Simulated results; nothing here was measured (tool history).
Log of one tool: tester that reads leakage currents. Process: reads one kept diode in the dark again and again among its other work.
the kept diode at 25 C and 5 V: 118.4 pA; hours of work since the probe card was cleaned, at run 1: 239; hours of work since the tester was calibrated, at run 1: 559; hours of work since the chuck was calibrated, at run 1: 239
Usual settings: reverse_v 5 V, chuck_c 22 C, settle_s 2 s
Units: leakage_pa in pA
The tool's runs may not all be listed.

| run | hour | reverse_v | chuck_c | settle_s | hours of work since the probe card was cleaned | hours of work since the tester was calibrated | hours of work since the chuck was calibrated | leakage_pa |
|---|---|---|---|---|---|---|---|---|
| 1 | 0 | 5 | 22 | 2 | 239 | 559 | 239 | 94.54 |
| 2 | 53.9 | 5 | 22 | 2 | 278 | 599 | 278 | 94.21 |
| 3 | 101.5 | 5 | 22 | 2 | 313 | 634 | 313 | 94.7 |
| 4 | 145.7 | 5 | 22 | 2 | 346 | 666 | 346 | 94.87 |
| 5 | 237.7 | 5 | 22 | 2 | 413 | 733 | 413 | 94.72 |
| 6 | 316.6 | 5 | 22 | 2 | 471 | 791 | 471 | 94.98 |
| 7 | 383.4 | 5 | 22 | 2 | 520 | 840 | 520 | 95.1 |
| 8 | 485.9 | 5 | 53 | 2 | 595 | 915 | 595 | 807.53 |
| 9 | 559.9 | 5 | 53 | 2 | 649 | 969 | 649 | 807.84 |
| 10 | 664.7 | 5 | 53 | 2 | 726 | 1046 | 726 | 806.79 |

Run 11 comes next. What will it give?
| 11 | 737.1 | 5 | 53 | 2 | 779 | 1099 | 779 | ? |

Run 11 gave leakage_pa 801.1 pA.
Without the tool's hidden state the same run would have given leakage_pa 825.14 pA.

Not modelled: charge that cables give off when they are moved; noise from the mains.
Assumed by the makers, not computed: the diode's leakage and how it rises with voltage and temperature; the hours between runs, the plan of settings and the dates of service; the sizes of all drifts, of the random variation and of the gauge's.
